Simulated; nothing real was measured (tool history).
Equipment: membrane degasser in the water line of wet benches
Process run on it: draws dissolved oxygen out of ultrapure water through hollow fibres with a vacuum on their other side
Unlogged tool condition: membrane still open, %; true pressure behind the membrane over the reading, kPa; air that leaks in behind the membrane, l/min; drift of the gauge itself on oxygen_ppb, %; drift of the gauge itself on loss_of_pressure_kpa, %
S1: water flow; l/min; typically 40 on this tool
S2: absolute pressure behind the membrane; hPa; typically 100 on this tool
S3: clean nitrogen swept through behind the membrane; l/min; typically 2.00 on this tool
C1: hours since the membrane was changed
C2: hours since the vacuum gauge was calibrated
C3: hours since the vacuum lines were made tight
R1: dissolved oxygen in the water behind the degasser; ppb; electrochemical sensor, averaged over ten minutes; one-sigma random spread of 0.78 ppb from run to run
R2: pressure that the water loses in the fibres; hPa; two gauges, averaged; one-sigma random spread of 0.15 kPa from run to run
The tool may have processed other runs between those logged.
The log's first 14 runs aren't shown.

run 15 day=67.125 | S1=40 S2=100 S3=2.00 | C1=5340 C2=1611 C3=3690 | R1=299.2 R2=329.2
run 16 day=72.750 | S1=40 S2=100 S3=2.00 | C1=5475 C2=1746 C3=3825 | R1=299.9 R2=331.7
run 17 day=79.867 | S1=25 S2=100 S3=3.48 | C1=5646 C2=1917 C3=3996 | R1=118.0 R2=206.8
run 18 day=86.754 | S1=35 S2=87 S3=0.82 | C1=5811 C2=2082 C3=4161 | R1=444.7 R2=289.9
run 19 day=92.604 | S1=35 S2=87 S3=0.82 | C1=5951 C2=2223 C3=4302 | R1=447.6 R2=289.5
run 20 day=96.979 | S1=35 S2=87 S3=0.82 | C1=6056 C2=2328 C3=4407 | R1=447.7 R2=291.5
run 21 day=102.800 | S1=35 S2=87 S3=0.82 | C1=6196 C2=2467 C3=4546 | R1=446.3 R2=290.2
run 22 day=107.667 | S1=58 S2=100 S3=2.24 | C1=6313 C2=2584 C3=4663 | R1=377.0 R2=483.0
run 23 day=114.200 | S1=46 S2=163 S3=2.24 | C1=6470 C2=2741 C3=4820 | R1=568.4 R2=377.2
run 24 day=119.425 | S1=46 S2=163 S3=2.24 | C1=6595 C2=2866 C3=4945 | R1=567.8 R2=380.4
run 25 day=123.567 | S1=24 S2=113 S3=2.00 | C1=6694 C2=2966 C3=5045 | R1=222.9 R2=198.1
run 26 day=130.162 | S1=24 S2=113 S3=2.00 | C1=6853 C2=3124 C3=5203 | R1=222.8 R2=198.8
run 27 day=137.071 | S1=26 S2=113 S3=1.41 | C1=7019 C2=3290 C3=5369 | R1=324.8 R2=213.2
run 28 day=144.050 | S1=50 S2=157 S3=4.63 | C1=7186 C2=3457 C3=5536 | R1=314.9 R2=410.7
run 29 day=151.733 | S1=50 S2=157 S3=4.63 | C1=7370 C2=3642 C3=5721 | R1=314.9 R2=411.4
run 30 day=156.183 | S1=26 S2=100 S3=2.00 | C1=7477 C2=3748 C3=5828 | R1=202.3 R2=214.1
run 31 day=163.646 | S1=27 S2=138 S3=1.47 | C1=7656 C2=3927 C3=6007 | R1=420.6 R2=222.8

Predict each of these 4 candidate next runs independently; none follows another, all start after run 31:
run A day=169.325 | S1=27 S2=192 S3=1.47 | C1=7793 C2=4064 C3=6143 | R1=? R2=?
run B day=169.325 | S1=50 S2=237 S3=3.57 | C1=7793 C2=4064 C3=6143 | R1=? R2=?
run C day=169.325 | S1=46 S2=246 S3=1.00 | C1=7793 C2=4064 C3=6143 | R1=? R2=?
run D day=169.325 | S1=57 S2=119 S3=1.70 | C1=7793 C2=4064 C3=6143 | R1=? R2=?

run=A R1=619.6 R2=220.3
run=B R1=626.6 R2=406.8
run=C R1=1615.6 R2=375.3
run=D R1=581.2 R2=462.6
Without the tool's unlogged condition, the same runs would have read:
run=A R1=619.4 R2=225.7
run=B R1=626.4 R2=416.8
run=C R1=1615.2 R2=384.4
run=D R1=580.9 R2=473.9
